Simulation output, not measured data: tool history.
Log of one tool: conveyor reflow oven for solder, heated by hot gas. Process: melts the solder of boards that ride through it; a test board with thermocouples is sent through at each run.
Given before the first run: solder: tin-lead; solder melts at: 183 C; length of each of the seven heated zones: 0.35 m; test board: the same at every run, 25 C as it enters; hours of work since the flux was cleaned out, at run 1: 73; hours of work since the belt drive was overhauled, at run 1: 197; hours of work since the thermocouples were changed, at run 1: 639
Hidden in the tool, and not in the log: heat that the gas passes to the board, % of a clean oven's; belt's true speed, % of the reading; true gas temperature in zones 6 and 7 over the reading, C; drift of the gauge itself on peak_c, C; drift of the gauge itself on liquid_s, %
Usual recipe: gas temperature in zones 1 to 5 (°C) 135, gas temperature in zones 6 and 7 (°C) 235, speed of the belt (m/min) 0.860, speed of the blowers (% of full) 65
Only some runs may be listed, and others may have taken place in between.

run   hour  gas temperature in zones 1 to 5 (°C)  gas temperature in zones 6 and 7 (°C)  speed of the belt (m/min)  speed of the blowers (% of full)  hours of work since the flux was cleaned out  hours of work since the belt drive was overhauled  hours of work since the thermocouples were changed  highest temperature of the board (°C)  time above the solder's melting point (s)
  1    0.0                                   135                                    235                      0.860                                65                                            73                                                197                                                 639                                  213.7                                       33.6
  2   26.3                                   135                                    234                      0.860                                65                                            91                                                215                                                 657                                  213.4                                       33.4
  3   40.1                                   135                                    235                      0.986                                65                                           100                                                225                                                 666                                  209.2                                       26.1
  4   60.4                                   135                                    235                      0.986                                65                                           114                                                238                                                 680                                  208.9                                       26.1
  5   78.7                                   135                                    235                      0.986                                65                                           126                                                251                                                 692                                  209.1                                       26.0
  6  101.5                                   135                                    235                      0.986                                65                                           141                                                266                                                 708                                  209.0                                       26.2
  7  123.9                                   135                                    235                      0.986                                65                                           157                                                281                                                 723                                  209.1                                       25.9
  8  138.8                                   135                                    235                      0.986                                65                                           167                                                291                                                 733                                  208.4                                       26.0
  9  161.3                                   135                                    235                      0.986                                65                                           182                                                306                                                 748                                  209.3                                       26.3
 10  176.1                                   135                                    227                      0.860                                65                                           192                                                317                                                 758                                  208.0                                       29.5
 11  187.4                                   135                                    227                      0.860                                65                                           200                                                324                                                 766                                  206.9                                       29.6
 12  211.9                                   135                                    227                      0.860                                65                                           216                                                341                                                 783                                  207.4                                       29.7
 13  232.9                                   135                                    235                      0.860                                65                                           230                                                355                                                 797                                  214.2                                       34.0
     248.9  -- thermocouples of zones 6 and 7 changed
 14  252.1                                   135                                    226                      0.860                                65                                           242                                                367                                                   2                                  206.3                                       28.9
 15  267.1                                   135                                    226                      0.860                                65                                           252                                                377                                                  12                                  207.2                                       29.3
 16  282.7                                   135                                    226                      0.860                                65                                           263                                                387                                                  23                                  207.2                                       29.6
 17  308.1                                   135                                    248                      0.942                                65                                           280                                                405                                                  40                                  221.1                                       33.8
 18  333.6                                   141                                    235                      0.860                                85                                           297                                                422                                                  57                                  221.1                                       39.6
 19  356.3                                   135                                    236                      0.990                                54                                           312                                                437                                                  73                                  203.9                                       21.8
 20  381.7                                   135                                    235                      0.891                                65                                           330                                                454                                                  90                                  213.2                                       31.7
     388.0  -- flux residue cleaned out of gas plates and filters
 21  407.0                                   135                                    235                      0.891                                65                                            13                                                468                                                 104                                  213.7                                       31.6
 22  420.3                                   135                                    235                      0.891                                65                                            22                                                477                                                 113                                  212.9                                       31.7
 23  446.8                                   139                                    226                      0.898                                65                                            40                                                495                                                 131                                  206.5                                       28.1
 24  462.0                                   139                                    226                      0.898                                65                                            50                                                505                                                 141                                  206.1                                       27.8
 25  482.1                                   139                                    226                      0.898                                65                                            64                                                519                                                 154                                  206.4                                       27.9
 26  508.3                                   127                                    239                      0.822                                72                                            81                                                537                                                 172                                  220.6                                       37.3
 27  520.1                                   145                                    232                      0.806                                65                                            89                                                545                                                 180                                  215.8                                       40.0
 28  546.6                                   145                                    232                      0.806                                65                                           107                                                563                                                 198                                  216.0                                       39.6
 29  563.2                                   145                                    232                      0.806                                65                                           119                                                574                                                 209                                  215.5                                       39.9

3 options for the next run, each taken on its own from the tool as it stands now. Forecast them:
  A  584.4                                   145                                    232                      0.813                                65                                           133                                                588                                                 224                                      ?                                          ?
  B  584.4                                   135                                    235                      0.883                                65                                           133                                                588                                                 224                                      ?                                          ?
  C  584.4                                   135                                    243                      0.860                                65                                           133                                                588                                                 224                                      ?                                          ?

run  highest temperature of the board (°C)  time above the solder's melting point (s)
  A                                  215.7                                       39.2
  B                                  213.6                                       32.0
  C                                  221.0                                       37.5
What these runs would have given with no unlogged condition in the tool:
run  highest temperature of the board (°C)  time above the solder's melting point (s)
  A                                  215.7                                       39.2
  B                                  213.7                                       32.0
  C                                  221.1                                       37.5
